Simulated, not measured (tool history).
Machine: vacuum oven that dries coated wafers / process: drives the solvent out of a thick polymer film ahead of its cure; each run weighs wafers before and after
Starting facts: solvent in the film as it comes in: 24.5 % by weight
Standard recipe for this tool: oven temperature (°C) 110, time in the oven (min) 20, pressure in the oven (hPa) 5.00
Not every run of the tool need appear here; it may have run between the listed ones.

| run | hour | oven temperature (°C) | time in the oven (min) | pressure in the oven (hPa) | solvent left in the film (%) |
|---|---|---|---|---|---|
| 1 | 0.0 | 110 | 20 | 5.00 | 2.23 |
| 2 | 11.4 | 110 | 20 | 5.00 | 2.25 |
| 3 | 21.8 | 110 | 19 | 5.00 | 2.46 |
| 4 | 32.1 | 99 | 20 | 5.00 | 4.97 |
| 5 | 39.3 | 100 | 20 | 5.00 | 4.50 |
| 6 | 53.4 | 110 | 20 | 5.00 | 2.30 |
| 7 | 60.4 | 104 | 20 | 5.00 | 3.62 |
| 8 | 70.4 | 110 | 20 | 5.98 | 2.33 |
| 9 | 79.6 | 110 | 20 | 5.00 | 2.22 |
| 10 | 88.2 | 122 | 20 | 5.00 | 0.64 |
|  | 91.0 | vacuum gauge cleaned of residue and calibrated |
| 11 | 97.1 | 122 | 20 | 5.00 | 0.61 |
| 12 | 109.9 | 110 | 29 | 5.00 | 1.05 |
| 13 | 121.8 | 110 | 29 | 5.00 | 0.97 |
| 14 | 127.8 | 110 | 29 | 5.00 | 0.98 |
| 15 | 140.3 | 110 | 25 | 5.00 | 1.41 |
| 16 | 153.8 | 110 | 13 | 5.00 | 4.66 |
|  | 159.9 | vacuum gauge cleaned of residue and calibrated, once more |
| 17 | 166.6 | 111 | 13 | 5.00 | 4.44 |
| 18 | 175.7 | 110 | 13 | 5.00 | 4.62 |
| 19 | 189.9 | 97 | 16 | 5.00 | 7.12 |
| 20 | 203.0 | 114 | 23 | 15.84 | 1.64 |
| 21 | 215.9 | 114 | 23 | 15.84 | 1.68 |
| 22 | 229.7 | 109 | 20 | 2.53 | 2.35 |
| 23 | 237.2 | 109 | 20 | 2.53 | 2.29 |
| 24 | 244.7 | 110 | 12 | 9.09 | 5.41 |
| 25 | 251.1 | 113 | 24 | 9.09 | 1.27 |
| 26 | 257.9 | 110 | 10 | 14.64 | 6.81 |
| 27 | 271.8 | 110 | 10 | 14.64 | 6.87 |
| 28 | 285.8 | 98 | 16 | 6.61 | 7.05 |
| 29 | 294.7 | 110 | 14 | 5.00 | 4.22 |
| 30 | 303.3 | 117 | 16 | 6.64 | 2.05 |
| 31 | 311.8 | 116 | 13 | 6.64 | 3.34 |
| 32 | 325.2 | 116 | 13 | 6.64 | 3.23 |
| 33 | 337.7 | 119 | 13 | 4.15 | 2.59 |
| 34 | 348.5 | 97 | 19 | 12.35 | 6.53 |
| 35 | 362.6 | 110 | 17 | 5.58 | 3.11 |

Predict each of these 4 candidate next runs independently; none follows another, all start after run 35:
| A | 368.7 | 113 | 17 | 5.58 | ? |
| B | 368.7 | 117 | 26 | 5.58 | ? |
| C | 368.7 | 110 | 10 | 8.06 | ? |
| D | 368.7 | 120 | 20 | 3.28 | ? |

| run | solvent left in the film (%) |
|---|---|
| A | 2.40 |
| B | 0.67 |
| C | 6.65 |
| D | 0.84 |
Stripped of hidden state, with their random variation kept, the same runs would have yielded:
| run | solvent left in the film (%) |
|---|---|
| A | 2.25 |
| B | 0.62 |
| C | 6.42 |
| D | 0.78 |

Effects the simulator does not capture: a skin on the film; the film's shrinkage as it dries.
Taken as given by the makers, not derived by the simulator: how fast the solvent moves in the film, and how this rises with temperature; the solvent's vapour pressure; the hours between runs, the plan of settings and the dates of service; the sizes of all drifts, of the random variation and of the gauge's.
